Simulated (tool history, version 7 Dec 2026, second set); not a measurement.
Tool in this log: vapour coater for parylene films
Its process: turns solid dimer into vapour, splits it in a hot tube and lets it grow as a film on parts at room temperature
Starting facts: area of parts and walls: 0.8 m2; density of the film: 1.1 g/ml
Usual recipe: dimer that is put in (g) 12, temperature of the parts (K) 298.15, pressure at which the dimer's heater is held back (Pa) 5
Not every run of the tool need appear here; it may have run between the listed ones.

| run | hour | dimer that is put in (g) | temperature of the parts (K) | pressure at which the dimer's heater is held back (Pa) | thickness of the film (um) |
|---|---|---|---|---|---|
| 1 | 0 | 12 | 298.15 | 5 | 10.23 |
| 2 | 17.9 | 12 | 298.15 | 5 | 10.13 |
| 3 | 33.1 | 22 | 298.15 | 5 | 18.65 |
| 4 | 50.7 | 22 | 298.15 | 5 | 18.42 |
| 5 | 60 | 22 | 298.15 | 5 | 18.67 |
| 6 | 80 | 22 | 298.15 | 5 | 18.67 |
| 7 | 98.7 | 13 | 298.15 | 5 | 10.98 |
| 8 | 115.2 | 13 | 298.15 | 5 | 10.98 |
| 9 | 124.6 | 13 | 298.15 | 5 | 11.1 |
| 10 | 138.3 | 13 | 298.15 | 5 | 10.94 |
| 11 | 149 | 7 | 298.15 | 5 | 5.9 |
| 12 | 166 | 12 | 298.15 | 5 | 10.18 |
| 13 | 183.9 | 12 | 298.15 | 5 | 10.11 |
| 14 | 194.1 | 12 | 298.15 | 5 | 10.16 |
| 15 | 215.5 | 12 | 298.15 | 5 | 9.99 |
| 16 | 226.8 | 12 | 298.15 | 5 | 10.11 |
| 17 | 240.3 | 12 | 298.15 | 5 | 10.08 |
| 18 | 256.8 | 12 | 298.15 | 5 | 10.08 |
| 19 | 268.5 | 12 | 291.15 | 5 | 12.17 |
| 20 | 277.5 | 12 | 291.15 | 5 | 12.03 |
| 21 | 298.9 | 12 | 298.15 | 5 | 9.95 |
| 22 | 312.6 | 14 | 298.15 | 5 | 11.6 |
| 23 | 332.7 | 12 | 298.15 | 5 | 10.05 |
| 24 | 349.1 | 7 | 296.15 | 5.27 | 6.03 |
| 25 | 364.6 | 7 | 302.15 | 5.27 | 5.13 |
| 26 | 374.4 | 11 | 298.15 | 3.7 | 9.91 |
| 27 | 387 | 8 | 295.15 | 5.19 | 7.05 |
| 28 | 401.3 | 11 | 295.15 | 6.4 | 9.24 |
| 29 | 413.5 | 18 | 295.15 | 6.59 | 15.14 |
| 30 | 432.8 | 20 | 306.15 | 4.45 | 13.64 |
| 31 | 449.3 | 8 | 310.15 | 5.71 | 4.66 |
| 32 | 462.5 | 5 | 298.15 | 5 | 4.13 |
| 33 | 476.9 | 16 | 306.15 | 2.97 | 11.91 |
| 34 | 487.9 | 20 | 298.15 | 5 | 16.62 |
| 35 | 503.7 | 12 | 294.15 | 5 | 11 |
| 36 | 520.1 | 12 | 294.15 | 5 | 10.97 |
| 37 | 534.6 | 6 | 298.15 | 7.85 | 4.45 |
| 38 | 556.5 | 8 | 299.15 | 5.43 | 6.21 |
| 39 | 573.3 | 9 | 299.15 | 10.66 | 5.91 |
| 40 | 586.3 | 12 | 291.15 | 7.08 | 10.93 |
| 41 | 596.9 | 12 | 300.15 | 8.59 | 8.21 |
| 42 | 611.4 | 12 | 298.15 | 5 | 9.86 |
| 43 | 628.5 | 12 | 295.15 | 9.15 | 9.22 |
| 44 | 648.2 | 15 | 294.15 | 3.01 | 15.13 |
| 45 | 667 | 15 | 294.15 | 3.01 | 15.03 |

What does the tool deliver on the next run?
| 46 | 688.5 | 6 | 295.15 | 2.93 | ? |

{"run 46": {"thickness of the film (um)": 6.07}}
The same run, on a tool lacking any hidden state, would have yielded thickness of the film (um) 6.55.
